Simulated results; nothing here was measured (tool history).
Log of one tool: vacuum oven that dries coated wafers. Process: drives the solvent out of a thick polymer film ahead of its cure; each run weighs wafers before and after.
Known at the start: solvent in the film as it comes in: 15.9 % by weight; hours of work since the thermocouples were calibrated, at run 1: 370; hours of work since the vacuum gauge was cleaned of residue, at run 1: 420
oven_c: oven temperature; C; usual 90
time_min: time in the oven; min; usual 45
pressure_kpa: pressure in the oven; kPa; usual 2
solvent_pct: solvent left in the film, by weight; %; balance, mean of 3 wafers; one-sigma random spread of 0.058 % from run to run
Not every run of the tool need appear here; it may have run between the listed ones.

run   hour  oven_c  time_min  pressure_kpa  hours of work since the thermocouples were calibrated  hours of work since the vacuum gauge was cleaned of residue  solvent_pct
  1      0      90        45             2                                                    370                                                          420          2.8
  2   11.4      90        45             2                                                    377                                                          427         2.93
  3   29.6      90        45             2                                                    387                                                          437         2.83
  4   42.2      90        45             2                                                    395                                                          445         2.75
  5   62.2      90        45             2                                                    407                                                          457         2.79
  6   82.7      90        45             2                                                    419                                                          469         2.76
  7  101.4      90        45             2                                                    430                                                          480         2.75
  8  110.9      90        45             2                                                    435                                                          485         2.87
  9  124.9      90        45          3.73                                                    444                                                          494         3.23
 10  137.1      90        45          3.73                                                    451                                                          501         3.31
 11  148.4      90        45          1.33                                                    457                                                          507         2.58
 12  165.3      90        45          1.33                                                    467                                                          517         2.62
 13  174.3      90        40          1.33                                                    473                                                          523         3.08
 14  192.3      90        40          1.33                                                    483                                                          533         3.04
 15  202.3      90        23             2                                                    489                                                          539         5.79
 16  217.8      97        42          1.47                                                    498                                                          548          1.8
 17    227      90        45          1.89                                                    504                                                          554         2.76
 18  240.3      90        45          1.89                                                    512                                                          562         2.74
 19  252.8      90        45          1.89                                                    519                                                          569          2.7
 20  270.3      90        45          1.89                                                    529                                                          579         2.81
 21  280.7      90        45          1.89                                                    535                                                          585         2.56
 22  289.8      90        36          1.43                                                    541                                                          591         3.53
 23  301.4      90        36          1.43                                                    548                                                          598         3.47
 24  317.6      90        36          1.43                                                    557                                                          607         3.41
 25  336.4      90        36          1.43                                                    568                                                          618         3.46
 26  349.5      83        57             2                                                    576                                                          626         3.17
 27  369.6      83        57             2                                                    588                                                          638         3.33
 28  381.1      83        71          2.31                                                    595                                                          645          2.5
 29  391.8      90        30          1.24                                                    601                                                          651         4.18
 30  401.5      91        51          6.95                                                    607                                                          657         3.48

The logged runs with the hidden state left out (each run's random variation unchanged):
Unlogged tool condition in this case: true wafer temperature over the reading, C; true pressure over the reading, kPa; drift of the gauge itself on solvent_pct, %.
run  solvent_pct
  1         2.97
  2         3.11
  3         3.02
  4         2.94
  5         2.97
  6         2.95
  7         2.94
  8         3.07
  9         3.45
 10         3.53
 11         2.78
 12         2.83
 13          3.3
 14         3.27
 15         6.04
 16         1.97
 17         2.97
 18         2.96
 19         2.92
 20         3.04
 21         2.78
 22         3.79
 23         3.73
 24         3.67
 25         3.73
 26         3.43
 27          3.6
 28         2.73
 29         4.48
 30         3.76

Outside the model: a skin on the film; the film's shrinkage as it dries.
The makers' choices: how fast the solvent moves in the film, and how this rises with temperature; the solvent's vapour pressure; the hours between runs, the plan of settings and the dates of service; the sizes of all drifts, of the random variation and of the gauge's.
